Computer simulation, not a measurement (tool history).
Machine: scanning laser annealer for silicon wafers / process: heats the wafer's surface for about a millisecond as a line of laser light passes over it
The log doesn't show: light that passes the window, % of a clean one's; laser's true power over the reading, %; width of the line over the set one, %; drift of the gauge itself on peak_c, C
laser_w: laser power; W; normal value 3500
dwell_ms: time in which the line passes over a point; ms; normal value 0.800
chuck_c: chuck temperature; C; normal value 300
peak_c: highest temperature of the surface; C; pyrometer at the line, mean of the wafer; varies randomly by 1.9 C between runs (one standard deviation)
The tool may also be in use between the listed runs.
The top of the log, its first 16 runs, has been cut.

run   hour  laser_w  dwell_ms  chuck_c  hours of work since the window was cleaned  hours of work since the power meter was calibrated  hours of work since the optics were aligned  peak_c
 17  253.8     3500     0.800      300                                         746                                                 286                                          805    1126
 18  270.1     3500     0.800      300                                         756                                                 295                                          814    1124
 19  287.8     3500     0.800      317                                         765                                                 305                                          824    1140
 20  298.6     3500     0.800      300                                         771                                                 311                                          830    1126
 21  309.3     3500     0.800      300                                         777                                                 317                                          836    1124
 22  318.0     3687     0.800      298                                         782                                                 322                                          841    1176
 23  338.1     3687     0.800      298                                         793                                                 333                                          852    1177
 24  359.2     3333     0.800      294                                         805                                                 345                                          864    1068
 25  371.5     3615     0.797      314                                         812                                                 351                                          871    1171
 26  384.1     3500     0.903      300                                         819                                                 358                                          878    1180
 27  394.7     3543     0.586      267                                         825                                                 364                                          883     974
 28  410.3     3461     0.979      300                                         834                                                 373                                          892    1207
 29  427.4     3461     0.979      300                                         843                                                 383                                          902    1204
 30  439.6     3233     0.632      320                                         850                                                 389                                          908     978
 31  451.4     3233     0.787      320                                         856                                                 396                                          915    1059
 32  471.5     3369     0.589      320                                         868                                                 407                                          926     988
 33  490.5     3150     0.589      300                                         878                                                 418                                          937     914
 34  511.4     3520     0.679      284                                         890                                                 429                                          948    1043
 35  530.0     3520     0.679      284                                         900                                                 440                                          959    1044
 36  544.2     3444     0.620      298                                         908                                                 448                                          967    1003
 37  552.9     3498     0.611      269                                         913                                                 452                                          971     981
 38  573.1     3502     0.737      300                                         924                                                 464                                          983    1088
 39  593.1     3840     0.800      300                                         935                                                 475                                          994    1225
 40  603.7     3500     0.996      283                                         941                                                 481                                         1000    1208
 41  624.7     3500     0.996      283                                         953                                                 492                                         1011    1205

Predict each of these 4 candidate next runs independently; none follows another, all start after run 41:
  A  634.2     3639     0.800      300                                         958                                                 498                                         1017       ?
  B  634.2     3683     0.818      340                                         958                                                 498                                         1017       ?
  C  634.2     3224     0.996      291                                         958                                                 498                                         1017       ?
  D  634.2     3500     0.585      283                                         958                                                 498                                         1017       ?

run  peak_c
  A    1165
  B    1226
  C    1128
  D     983
The same runs, with their run-to-run variation unchanged, on a tool lacking any hidden condition would have given:
run  peak_c
  A    1166
  B    1227
  C    1129
  D     984
